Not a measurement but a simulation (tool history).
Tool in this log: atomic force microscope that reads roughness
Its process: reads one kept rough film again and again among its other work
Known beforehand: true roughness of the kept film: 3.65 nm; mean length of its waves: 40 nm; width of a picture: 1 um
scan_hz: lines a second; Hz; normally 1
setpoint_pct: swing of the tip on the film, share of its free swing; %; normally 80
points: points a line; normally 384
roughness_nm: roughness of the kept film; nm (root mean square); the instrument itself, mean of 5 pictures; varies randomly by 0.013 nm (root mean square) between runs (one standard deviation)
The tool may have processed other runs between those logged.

{"run": 1, "hour": 0.0, "scan_hz": 1, "setpoint_pct": 80, "points": 384, "roughness_nm": 2.862}
{"run": 2, "hour": 18.7, "scan_hz": 1, "setpoint_pct": 80, "points": 535, "roughness_nm": 2.832}
{"hour": 29.0, "done": "new tip fitted"}
{"run": 3, "hour": 29.0, "scan_hz": 1, "setpoint_pct": 80, "points": 535, "roughness_nm": 3.173}
{"run": 4, "hour": 41.7, "scan_hz": 1, "setpoint_pct": 80, "points": 535, "roughness_nm": 3.138}
{"run": 5, "hour": 61.1, "scan_hz": 3.31, "setpoint_pct": 80, "points": 384, "roughness_nm": 2.794}
{"run": 6, "hour": 81.5, "scan_hz": 0.65, "setpoint_pct": 80, "points": 384, "roughness_nm": 3.057}
{"run": 7, "hour": 97.4, "scan_hz": 0.65, "setpoint_pct": 80, "points": 384, "roughness_nm": 3.048}
{"run": 8, "hour": 111.3, "scan_hz": 0.65, "setpoint_pct": 80, "points": 384, "roughness_nm": 3.061}
{"run": 9, "hour": 123.2, "scan_hz": 0.65, "setpoint_pct": 60, "points": 384, "roughness_nm": 3.059}
{"run": 10, "hour": 140.7, "scan_hz": 0.65, "setpoint_pct": 60, "points": 384, "roughness_nm": 3.044}
{"run": 11, "hour": 158.9, "scan_hz": 0.65, "setpoint_pct": 60, "points": 384, "roughness_nm": 3.003}
{"run": 12, "hour": 171.4, "scan_hz": 2.51, "setpoint_pct": 80, "points": 384, "roughness_nm": 2.683}
{"run": 13, "hour": 182.5, "scan_hz": 2.51, "setpoint_pct": 80, "points": 384, "roughness_nm": 2.65}
{"run": 14, "hour": 203.5, "scan_hz": 2.51, "setpoint_pct": 80, "points": 384, "roughness_nm": 2.608}
{"hour": 209.0, "done": "new tip fitted"}
{"run": 15, "hour": 220.5, "scan_hz": 2.51, "setpoint_pct": 80, "points": 384, "roughness_nm": 2.94}
{"run": 16, "hour": 232.9, "scan_hz": 2.51, "setpoint_pct": 80, "points": 384, "roughness_nm": 2.907}
{"run": 17, "hour": 243.0, "scan_hz": 1, "setpoint_pct": 80, "points": 400, "roughness_nm": 3.083}
{"run": 18, "hour": 262.8, "scan_hz": 0.53, "setpoint_pct": 73, "points": 447, "roughness_nm": 3.164}
{"run": 19, "hour": 274.1, "scan_hz": 1.82, "setpoint_pct": 73, "points": 354, "roughness_nm": 3.006}
{"run": 20, "hour": 295.3, "scan_hz": 1, "setpoint_pct": 80, "points": 414, "roughness_nm": 2.994}
{"run": 21, "hour": 305.3, "scan_hz": 0.54, "setpoint_pct": 63, "points": 414, "roughness_nm": 3.102}
{"run": 22, "hour": 318.5, "scan_hz": 0.83, "setpoint_pct": 80, "points": 325, "roughness_nm": 2.948}
{"run": 23, "hour": 331.2, "scan_hz": 0.58, "setpoint_pct": 87, "points": 325, "roughness_nm": 2.954}
{"run": 24, "hour": 354.5, "scan_hz": 0.58, "setpoint_pct": 87, "points": 325, "roughness_nm": 2.92}
{"run": 25, "hour": 373.0, "scan_hz": 0.58, "setpoint_pct": 87, "points": 325, "roughness_nm": 2.886}
{"hour": 389.1, "done": "new tip fitted"}
{"run": 26, "hour": 389.3, "scan_hz": 0.58, "setpoint_pct": 67, "points": 456, "roughness_nm": 3.3}
{"run": 27, "hour": 402.0, "scan_hz": 0.58, "setpoint_pct": 67, "points": 456, "roughness_nm": 3.266}
{"run": 28, "hour": 421.0, "scan_hz": 2.92, "setpoint_pct": 80, "points": 384, "roughness_nm": 2.83}
{"run": 29, "hour": 434.1, "scan_hz": 2.92, "setpoint_pct": 80, "points": 384, "roughness_nm": 2.822}
{"run": 30, "hour": 455.6, "scan_hz": 1.68, "setpoint_pct": 60, "points": 373, "roughness_nm": 3.105}
{"run": 31, "hour": 477.7, "scan_hz": 1, "setpoint_pct": 71, "points": 384, "roughness_nm": 3.03}
{"run": 32, "hour": 500.3, "scan_hz": 1.79, "setpoint_pct": 75, "points": 384, "roughness_nm": 2.873}
{"run": 33, "hour": 522.2, "scan_hz": 1, "setpoint_pct": 80, "points": 758, "roughness_nm": 2.929}
{"run": 34, "hour": 542.5, "scan_hz": 1, "setpoint_pct": 80, "points": 625, "roughness_nm": 2.891}

Here are 3 independent what-if runs from the current tool condition. What would each one return?
{"run": "A", "hour": 554.2, "scan_hz": 1.67, "setpoint_pct": 63, "points": 322, "roughness_nm": "?"}
{"run": "B", "hour": 554.2, "scan_hz": 0.65, "setpoint_pct": 89, "points": 375, "roughness_nm": "?"}
{"run": "C", "hour": 554.2, "scan_hz": 3.45, "setpoint_pct": 55, "points": 323, "roughness_nm": "?"}

run=A roughness_nm=2.903
run=B roughness_nm=2.845
run=C roughness_nm=2.881
The same runs, with their run-to-run variation unchanged, on a tool lacking any hidden condition would have given:
run=A roughness_nm=3.231
run=B roughness_nm=3.167
run=C roughness_nm=3.206
